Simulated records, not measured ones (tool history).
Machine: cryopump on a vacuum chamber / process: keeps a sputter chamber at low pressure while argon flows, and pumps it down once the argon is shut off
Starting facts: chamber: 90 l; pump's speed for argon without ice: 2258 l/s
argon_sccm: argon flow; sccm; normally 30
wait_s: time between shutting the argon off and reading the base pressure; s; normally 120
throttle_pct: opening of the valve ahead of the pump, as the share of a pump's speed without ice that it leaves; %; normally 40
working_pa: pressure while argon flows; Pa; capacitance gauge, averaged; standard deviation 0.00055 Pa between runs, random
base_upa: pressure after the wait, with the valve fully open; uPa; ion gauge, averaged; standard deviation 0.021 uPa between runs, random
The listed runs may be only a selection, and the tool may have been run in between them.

run,day,argon_sccm,wait_s,throttle_pct,working_pa,base_upa
1,0.000,30,120,40,0.0580,0.54
2,1.017,20,120,40,0.0380,0.61
3,1.671,20,120,40,0.0389,0.60
4,2.429,20,120,40,0.0391,0.58
5,3.367,20,120,40,0.0387,0.56
6,4.092,30,120,40,0.0576,0.54
7,4.938,16,120,18,0.0683,0.57
8,5.804,30,283,40,0.0583,0.43
9,6.354,30,283,19,0.1198,0.45
10,7.133,30,283,19,0.1203,0.47

Run 11 is up next; what results do you expect?
11,7.933,30,283,19,?,?

working_pa: 0.1210 Pa
base_upa: 0.42 uPa
Minus the tool's unlogged condition, the same run would have read working_pa 0.1183 Pa, base_upa 0.23 uPa.
